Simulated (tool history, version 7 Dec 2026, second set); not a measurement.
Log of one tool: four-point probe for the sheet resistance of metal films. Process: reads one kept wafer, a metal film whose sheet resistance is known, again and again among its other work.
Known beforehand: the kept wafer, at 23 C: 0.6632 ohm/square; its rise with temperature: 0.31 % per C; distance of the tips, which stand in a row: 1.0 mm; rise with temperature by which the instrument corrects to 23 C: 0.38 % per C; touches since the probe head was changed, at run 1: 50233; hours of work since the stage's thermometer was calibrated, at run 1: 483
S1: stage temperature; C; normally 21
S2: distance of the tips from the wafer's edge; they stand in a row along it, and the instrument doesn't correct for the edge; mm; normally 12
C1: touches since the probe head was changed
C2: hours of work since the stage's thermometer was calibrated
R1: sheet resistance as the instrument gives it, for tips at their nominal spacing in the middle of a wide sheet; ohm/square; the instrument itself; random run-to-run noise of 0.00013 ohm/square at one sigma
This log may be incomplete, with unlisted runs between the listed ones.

{"run": 1, "hour": 0.0, "S1": 21, "S2": 12, "C1": 50233, "C2": 483, "R1": 0.677165}
{"run": 2, "hour": 15.5, "S1": 21, "S2": 4, "C1": 50560, "C2": 492, "R1": 0.696488}
{"run": 3, "hour": 29.8, "S1": 21, "S2": 4, "C1": 50860, "C2": 500, "R1": 0.696583}
{"run": 4, "hour": 59.3, "S1": 21, "S2": 7, "C1": 51482, "C2": 517, "R1": 0.682013}
{"run": 5, "hour": 77.4, "S1": 21, "S2": 9, "C1": 51861, "C2": 527, "R1": 0.678913}
{"run": 6, "hour": 108.8, "S1": 21, "S2": 12, "C1": 52522, "C2": 545, "R1": 0.677515}
{"run": 7, "hour": 134.6, "S1": 19, "S2": 12, "C1": 53066, "C2": 559, "R1": 0.678133}
{"run": 8, "hour": 160.6, "S1": 19, "S2": 12, "C1": 53611, "C2": 574, "R1": 0.67838}
{"run": 9, "hour": 188.3, "S1": 21, "S2": 12, "C1": 54194, "C2": 590, "R1": 0.677433}
{"run": 10, "hour": 206.5, "S1": 30, "S2": 12, "C1": 54578, "C2": 600, "R1": 0.673094}
{"hour": 209.6, "done": "stage's thermometer calibrated"}
{"run": 11, "hour": 227.8, "S1": 30, "S2": 12, "C1": 55016, "C2": 10, "R1": 0.673254}
{"run": 12, "hour": 253.3, "S1": 30, "S2": 12, "C1": 55552, "C2": 25, "R1": 0.673546}
{"run": 13, "hour": 277.9, "S1": 30, "S2": 12, "C1": 56070, "C2": 39, "R1": 0.673459}
{"run": 14, "hour": 302.1, "S1": 30, "S2": 12, "C1": 56578, "C2": 52, "R1": 0.673431}
{"hour": 313.5, "done": "stage's thermometer calibrated, once more"}
{"run": 15, "hour": 320.2, "S1": 30, "S2": 12, "C1": 56948, "C2": 4, "R1": 0.673935}
{"run": 16, "hour": 346.3, "S1": 23, "S2": 5, "C1": 57498, "C2": 19, "R1": 0.688866}
{"run": 17, "hour": 369.6, "S1": 29, "S2": 22, "C1": 57987, "C2": 32, "R1": 0.672726}
{"run": 18, "hour": 393.6, "S1": 18, "S2": 51, "C1": 58493, "C2": 45, "R1": 0.677526}
{"run": 19, "hour": 422.9, "S1": 35, "S2": 12, "C1": 59108, "C2": 62, "R1": 0.672009}
{"run": 20, "hour": 442.0, "S1": 35, "S2": 12, "C1": 59510, "C2": 73, "R1": 0.671828}
{"run": 21, "hour": 457.2, "S1": 35, "S2": 12, "C1": 59830, "C2": 81, "R1": 0.671932}
{"run": 22, "hour": 479.0, "S1": 18, "S2": 7, "C1": 60288, "C2": 94, "R1": 0.684775}
{"run": 23, "hour": 497.6, "S1": 18, "S2": 7, "C1": 60680, "C2": 104, "R1": 0.685159}
{"run": 24, "hour": 515.7, "S1": 29, "S2": 25, "C1": 61062, "C2": 114, "R1": 0.672823}
{"run": 25, "hour": 536.2, "S1": 33, "S2": 7, "C1": 61492, "C2": 126, "R1": 0.67792}
{"run": 26, "hour": 559.6, "S1": 33, "S2": 7, "C1": 61985, "C2": 139, "R1": 0.678033}
{"hour": 581.6, "done": "new probe head fitted"}
{"run": 27, "hour": 589.4, "S1": 26, "S2": 7, "C1": 164, "C2": 155, "R1": 0.667435}
{"run": 28, "hour": 608.7, "S1": 26, "S2": 7, "C1": 571, "C2": 166, "R1": 0.667335}
{"run": 29, "hour": 627.9, "S1": 27, "S2": 35, "C1": 974, "C2": 177, "R1": 0.660446}
{"run": 30, "hour": 652.7, "S1": 22, "S2": 35, "C1": 1496, "C2": 191, "R1": 0.66253}

Forecast each of these 4 alternatives for the next run:
{"run": "A", "hour": 666.4, "S1": 18, "S2": 12, "C1": 1784, "C2": 199, "R1": "?"}
{"run": "B", "hour": 666.4, "S1": 23, "S2": 22, "C1": 1784, "C2": 199, "R1": "?"}
{"run": "C", "hour": 666.4, "S1": 21, "S2": 30, "C1": 1784, "C2": 199, "R1": "?"}
{"run": "D", "hour": 666.4, "S1": 30, "S2": 6, "C1": 1784, "C2": 199, "R1": "?"}

run=A R1=0.66662
run=B R1=0.662645
run=C R1=0.663296
run=D R1=0.668209
Had the tool no hidden state, the same runs would have come out as:
run=A R1=0.667921
run=B R1=0.663938
run=C R1=0.66459
run=D R1=0.66951
